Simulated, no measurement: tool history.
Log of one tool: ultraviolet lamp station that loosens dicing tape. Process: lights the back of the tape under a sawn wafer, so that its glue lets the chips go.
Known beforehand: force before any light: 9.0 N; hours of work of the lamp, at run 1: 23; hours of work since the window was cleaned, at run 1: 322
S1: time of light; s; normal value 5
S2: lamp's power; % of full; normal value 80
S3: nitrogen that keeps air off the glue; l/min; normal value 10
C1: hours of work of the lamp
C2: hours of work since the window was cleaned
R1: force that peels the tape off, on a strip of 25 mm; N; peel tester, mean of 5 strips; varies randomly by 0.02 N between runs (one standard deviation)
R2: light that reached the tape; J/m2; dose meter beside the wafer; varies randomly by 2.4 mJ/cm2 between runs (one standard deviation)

Run 1, hour 0: usual settings; C1 23; C2 322. Result: R1 1.069 N, R2 2390 J/m2.
Run 2, hour 8.9: usual settings but S1 4 s; C1 27; C2 326. Result: R1 1.571 N, R2 1870 J/m2.
Run 3, hour 24.8: usual settings but S1 4 s; C1 35; C2 334. Result: R1 1.583 N, R2 1930 J/m2.
Run 4, hour 39.7: usual settings; C1 42; C2 341. Result: R1 1.065 N, R2 2360 J/m2.
Run 5, hour 47.5: usual settings but S2 85 % of full; C1 46; C2 345. Result: R1 0.931 N, R2 2550 J/m2.
Run 6, hour 63.7: usual settings but S3 16 l/min; C1 54; C2 353. Result: R1 0.907 N, R2 2370 J/m2.
Run 7, hour 80.5: usual settings but S3 16 l/min; C1 63; C2 362. Result: R1 0.9 N, R2 2370 J/m2.
Run 8, hour 92.7: usual settings but S1 2 s; C1 69; C2 368. Result: R1 3.664 N, R2 900 J/m2.
Run 9, hour 108.8: usual settings but S2 73 % of full; C1 77; C2 376. Result: R1 1.263 N, R2 2110 J/m2.
Run 10, hour 126.6: usual settings but S2 73 % of full; C1 86; C2 385. Result: R1 1.271 N, R2 2160 J/m2.
Run 11, hour 137: usual settings but S2 73 % of full; C1 91; C2 390. Result: R1 1.295 N, R2 2180 J/m2.
Run 12, hour 150.6: usual settings but S1 9 s; C1 98; C2 397. Result: R1 0.378 N, R2 4180 J/m2.
Run 13, hour 160.7: usual settings but S1 9 s; C1 103; C2 402. Result: R1 0.4 N, R2 4210 J/m2.
Run 14, hour 168.5: usual settings; C1 107; C2 405. Result: R1 1.119 N, R2 2340 J/m2.
Run 15, hour 177.1: usual settings but S1 3 s; C1 111; C2 410. Result: R1 2.458 N, R2 1380 J/m2.
Run 16, hour 189.7: usual settings but S1 3 s; C1 117; C2 416. Result: R1 2.423 N, R2 1400 J/m2.
Run 17, hour 204.3: usual settings but S1 3 s; C1 124; C2 423. Result: R1 2.457 N, R2 1400 J/m2.
Run 18, hour 215.6: usual settings but S1 3 s; C1 130; C2 429. Result: R1 2.59 N, R2 1390 J/m2.
Run 19, hour 227.1: usual settings but S3 3 l/min; C1 136; C2 435. Result: R1 1.888 N, R2 2300 J/m2.
Run 20, hour 239.2: usual settings but S2 79 % of full; C1 142; C2 441. Result: R1 1.159 N, R2 2280 J/m2.
Run 21, hour 253.9: usual settings but S2 79 % of full; C1 149; C2 448. Result: R1 1.123 N, R2 2310 J/m2.
Run 22, hour 265.4: usual settings but S2 88 % of full; C1 155; C2 454. Result: R1 0.959 N, R2 2520 J/m2.
Run 23, hour 275: usual settings but S1 2 s, S2 62 % of full, S3 19 l/min; C1 159; C2 458. Result: R1 4.175 N, R2 700 J/m2.
Run 24, hour 285.6: usual settings but S1 2 s, S2 62 % of full, S3 19 l/min; C1 165; C2 464. Result: R1 4.336 N, R2 730 J/m2.
Run 25, hour 297.8: usual settings but S1 2 s, S2 62 % of full, S3 19 l/min; C1 171; C2 470. Result: R1 4.181 N, R2 710 J/m2.
Run 26, hour 310.9: usual settings but S1 2 s, S2 62 % of full, S3 19 l/min; C1 177; C2 476. Result: R1 4.212 N, R2 730 J/m2.
Run 27, hour 322.1: usual settings but S1 2 s, S2 62 % of full, S3 19 l/min; C1 183; C2 482. Result: R1 4.176 N, R2 730 J/m2.
At hour 338.8: window cleaned of glue's vapour.
Run 28, hour 338.8: usual settings but S1 2 s, S2 62 % of full, S3 19 l/min; C1 191; C2 0. Result: R1 4.27 N, R2 660 J/m2.
Run 29, hour 346.7: usual settings but S1 2 s, S2 62 % of full, S3 19 l/min; C1 195; C2 4. Result: R1 4.32 N, R2 690 J/m2.
Run 30, hour 362.5: usual settings; C1 203; C2 12. Result: R1 1.206 N, R2 2200 J/m2.
At hour 371.5: window cleaned of glue's vapour, once more.
Run 31, hour 377.1: usual settings but S1 9 s, S2 87 % of full, S3 6 l/min; C1 210; C2 3. Result: R1 0.421 N, R2 4580 J/m2.
Run 32, hour 393: usual settings but S1 8 s, S3 4 l/min; C1 218; C2 11. Result: R1 0.712 N, R2 3740 J/m2.
Run 33, hour 401.8: usual settings but S1 4 s, S2 98 % of full, S3 17 l/min; C1 222; C2 15. Result: R1 0.915 N, R2 2310 J/m2.
Run 34, hour 414.9: usual settings but S1 9 s, S2 62 % of full, S3 3 l/min; C1 229; C2 22. Result: R1 1.072 N, R2 3260 J/m2.
Run 35, hour 429.2: usual settings but S1 2 s, S2 63 % of full, S3 11 l/min; C1 236; C2 29. Result: R1 4.44 N, R2 730 J/m2.
Run 36, hour 436.7: usual settings but S1 9 s, S2 63 % of full, S3 11 l/min; C1 239; C2 32. Result: R1 0.546 N, R2 3270 J/m2.
Run 37, hour 451.8: usual settings but S1 8 s, S2 66 % of full, S3 4 l/min; C1 247; C2 40. Result: R1 1.022 N, R2 3020 J/m2.
Run 38, hour 459.9: usual settings but S2 83 % of full, S3 9 l/min; C1 251; C2 44. Result: R1 1.037 N, R2 2430 J/m2.
Run 39, hour 477.8: usual settings but S1 6 s, S2 83 % of full, S3 6 l/min; C1 260; C2 53. Result: R1 0.953 N, R2 2880 J/m2.
Run 40, hour 494: usual settings but S1 3 s, S2 81 % of full, S3 7 l/min; C1 268; C2 61. Result: R1 2.675 N, R2 1410 J/m2.
Run 41, hour 501.7: usual settings but S1 4 s, S2 81 % of full, S3 4 l/min; C1 272; C2 65. Result: R1 2.295 N, R2 1850 J/m2.
Run 42, hour 513.9: usual settings but S1 6 s, S3 7 l/min; C1 278; C2 71. Result: R1 0.981 N, R2 2720 J/m2.
Run 43, hour 522.1: usual settings; C1 282; C2 75. Result: R1 1.152 N, R2 2270 J/m2.

Pick out some run-to-run changes in R1. Of each, how much would a tool without hidden state show as well, from the settings, what came in and chance, and how much is left for the hidden state and any gauge scatter not in both results compared?
Hidden conditions of the tool in this case: lamp's light, % of a new lamp's; light that the window lets through, % of a clean one's; drift of the gauge itself on peel_n, %; drift of the gauge itself on dose_mj_cm2, %.
Run 22 -> 23: S1 5 -> 2, S2 88 -> 62, S3 10 -> 19. R1 +3.216 N: hidden state +0.133, all else +3.083.
Run 29 -> 30: S1 2 -> 5, S2 62 -> 80, S3 19 -> 10. R1 -3.114 N: hidden state -0.144, all else -2.97.
Run 30 -> 31: S1 5 -> 9, S2 80 -> 87, S3 10 -> 6, window cleaned of glue's vapour, once more. R1 -0.785 N: hidden state -0.205, all else -0.58.
Run 34 -> 35: S1 9 -> 2, S2 62 -> 63, S3 3 -> 11. R1 +3.368 N: hidden state +0.099, all else +3.269.
Run 35 -> 36: S1 2 -> 9. R1 -3.894 N: hidden state -0.159, all else -3.735.
